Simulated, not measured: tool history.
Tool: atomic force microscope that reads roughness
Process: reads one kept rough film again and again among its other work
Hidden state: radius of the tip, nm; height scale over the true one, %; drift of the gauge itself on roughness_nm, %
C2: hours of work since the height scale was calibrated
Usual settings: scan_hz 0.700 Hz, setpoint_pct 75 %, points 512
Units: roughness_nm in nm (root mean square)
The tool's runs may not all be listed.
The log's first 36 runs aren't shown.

run 37 day=11.538 | scan_hz=0.858 setpoint_pct=75 points=458 | pictures_with_this_tip=212 C2=176 | roughness_nm=1.492
run 38 day=11.871 | scan_hz=0.858 setpoint_pct=80 points=454 | pictures_with_this_tip=219 C2=179 | roughness_nm=1.482
run 39 day=12.146 | scan_hz=3.017 setpoint_pct=74 points=690 | pictures_with_this_tip=225 C2=182 | roughness_nm=1.403
run 40 day=12.379 | scan_hz=0.700 setpoint_pct=87 points=512 | pictures_with_this_tip=229 C2=184 | roughness_nm=1.473
run 41 day=12.625 | scan_hz=0.700 setpoint_pct=75 points=769 | pictures_with_this_tip=234 C2=186 | roughness_nm=1.501
run 42 day=12.929 | scan_hz=1.035 setpoint_pct=75 points=625 | pictures_with_this_tip=241 C2=189 | roughness_nm=1.482
run 43 day=13.171 | scan_hz=0.718 setpoint_pct=75 points=360 | pictures_with_this_tip=245 C2=192 | roughness_nm=1.494
run 44 day=13.417 | scan_hz=0.700 setpoint_pct=75 points=429 | pictures_with_this_tip=250 C2=194 | roughness_nm=1.496
run 45 day=13.829 | scan_hz=0.843 setpoint_pct=75 points=420 | pictures_with_this_tip=259 C2=198 | roughness_nm=1.489
run 46 day=14.104 | scan_hz=0.675 setpoint_pct=67 points=423 | pictures_with_this_tip=264 C2=201 | roughness_nm=1.508
run 47 day=14.488 | scan_hz=0.675 setpoint_pct=67 points=423 | pictures_with_this_tip=272 C2=205 | roughness_nm=1.506
run 48 day=14.817 | scan_hz=1.579 setpoint_pct=62 points=512 | pictures_with_this_tip=279 C2=208 | roughness_nm=1.493
run 49 day=15.183 | scan_hz=0.574 setpoint_pct=57 points=930 | pictures_with_this_tip=286 C2=212 | roughness_nm=1.516
run 50 day=15.633 | scan_hz=0.700 setpoint_pct=71 points=274 | pictures_with_this_tip=295 C2=216 | roughness_nm=1.492
run 51 day=15.867 | scan_hz=0.700 setpoint_pct=71 points=274 | pictures_with_this_tip=300 C2=218 | roughness_nm=1.495
run 52 day=16.262 | scan_hz=0.700 setpoint_pct=60 points=366 | pictures_with_this_tip=308 C2=222 | roughness_nm=1.508

3 ways to go on from here, each from the tool as it stands after run 52. What would each give?
run A day=16.462 | scan_hz=0.700 setpoint_pct=76 points=306 | pictures_with_this_tip=312 C2=224 | roughness_nm=?
run B day=16.462 | scan_hz=0.700 setpoint_pct=78 points=769 | pictures_with_this_tip=312 C2=224 | roughness_nm=?
run C day=16.462 | scan_hz=1.108 setpoint_pct=86 points=366 | pictures_with_this_tip=312 C2=224 | roughness_nm=?

run=A roughness_nm=1.486
run=B roughness_nm=1.483
run=C roughness_nm=1.434
Without the tool's hidden state the same runs would have given:
run=A roughness_nm=1.516
run=B roughness_nm=1.513
run=C roughness_nm=1.463
